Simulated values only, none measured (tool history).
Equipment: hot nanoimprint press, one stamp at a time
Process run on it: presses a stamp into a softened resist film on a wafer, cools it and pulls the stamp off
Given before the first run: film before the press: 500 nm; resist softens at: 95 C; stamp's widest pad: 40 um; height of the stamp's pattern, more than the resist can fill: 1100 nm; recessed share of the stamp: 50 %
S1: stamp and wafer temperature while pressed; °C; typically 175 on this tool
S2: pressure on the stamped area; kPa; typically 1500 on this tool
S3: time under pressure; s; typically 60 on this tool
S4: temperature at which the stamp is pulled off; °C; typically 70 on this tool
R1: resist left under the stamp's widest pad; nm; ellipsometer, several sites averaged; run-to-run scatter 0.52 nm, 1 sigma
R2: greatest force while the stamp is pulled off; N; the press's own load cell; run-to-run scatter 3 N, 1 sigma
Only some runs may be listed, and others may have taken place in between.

run 1 hour=0 | S1=175 S2=1500 S3=60 S4=70 | R1=217.4 R2=146
run 2 hour=32 | S1=175 S2=1500 S3=60 S4=70 | R1=217.4 R2=149
run 3 hour=57.4 | S1=175 S2=1180 S3=60 S4=70 | R1=247.5 R2=148
run 4 hour=79.2 | S1=175 S2=1180 S3=60 S4=70 | R1=248.7 R2=160
run 5 hour=112 | S1=175 S2=1180 S3=60 S4=70 | R1=246.7 R2=160
run 6 hour=145.9 | S1=170 S2=1500 S3=60 S4=70 | R1=246.6 R2=160
run 7 hour=164.9 | S1=170 S2=1500 S3=63 S4=70 | R1=243 R2=166
run 8 hour=182 | S1=175 S2=1230 S3=60 S4=70 | R1=243.2 R2=164
run 9 hour=202.7 | S1=175 S2=1230 S3=60 S4=70 | R1=243.8 R2=169
run 10 hour=217.3 | S1=175 S2=1500 S3=89 S4=70 | R1=191.6 R2=168
run 11 hour=250.1 | S1=168 S2=1500 S3=60 S4=70 | R1=260.2 R2=170
run 12 hour=264.6 | S1=175 S2=1500 S3=60 S4=58 | R1=218.8 R2=226
run 13 hour=282.1 | S1=175 S2=1500 S3=60 S4=58 | R1=219.8 R2=217
run 14 hour=307.5 | S1=175 S2=1500 S3=60 S4=58 | R1=220 R2=218
run 15 hour=329.5 | S1=175 S2=1500 S3=60 S4=70 | R1=220.2 R2=188
run 16 hour=351.5 | S1=169 S2=1400 S3=115 S4=61 | R1=214.6 R2=221
run 17 hour=386.8 | S1=169 S2=1400 S3=34 S4=72 | R1=312.4 R2=188
run 18 hour=420.1 | S1=169 S2=1400 S3=34 S4=72 | R1=312.2 R2=180
run 19 hour=442.2 | S1=169 S2=1400 S3=34 S4=72 | R1=303.9 R2=184
run 20 hour=463.8 | S1=182 S2=1540 S3=43 S4=70 | R1=202.2 R2=188
run 21 hour=495.3 | S1=170 S2=1500 S3=107 S4=70 | R1=201 R2=191
run 22 hour=527.6 | S1=167 S2=2210 S3=47 S4=68 | R1=232.3 R2=201
run 23 hour=552.6 | S1=167 S2=1620 S3=47 S4=68 | R1=271.9 R2=212
run 24 hour=569.1 | S1=167 S2=1620 S3=47 S4=68 | R1=272.8 R2=208
run 25 hour=594.8 | S1=168 S2=2120 S3=30 S4=70 | R1=267.2 R2=208
run 26 hour=627.1 | S1=175 S2=1500 S3=97 S4=70 | R1=184.7 R2=208
run 27 hour=643.8 | S1=175 S2=1500 S3=97 S4=70 | R1=184.4 R2=209
run 28 hour=674.8 | S1=175 S2=1620 S3=104 S4=58 | R1=172.6 R2=263
run 29 hour=707.3 | S1=175 S2=1620 S3=104 S4=58 | R1=172.3 R2=270

Missing from the log above: 1 entry noted between runs. For each, name the pair of listed runs it sits between and say how the tool's hidden condition differs from the listed run just before to the listed run just after:
From run 18 to run 19: plate thermocouple calibrated (hour 433.6)
  true temperature over the reading, C: -1.11 -> 0.06; pressure that arrives at the usual setting, %: 98.71 -> 98.68; grip of the stamp's worn release coat, % over a new coat's: 30.9 -> 32.3
  measured result minus the result with no hidden state, R1: +8.9 -> +1.3 nm; R2: +46 -> +45 N

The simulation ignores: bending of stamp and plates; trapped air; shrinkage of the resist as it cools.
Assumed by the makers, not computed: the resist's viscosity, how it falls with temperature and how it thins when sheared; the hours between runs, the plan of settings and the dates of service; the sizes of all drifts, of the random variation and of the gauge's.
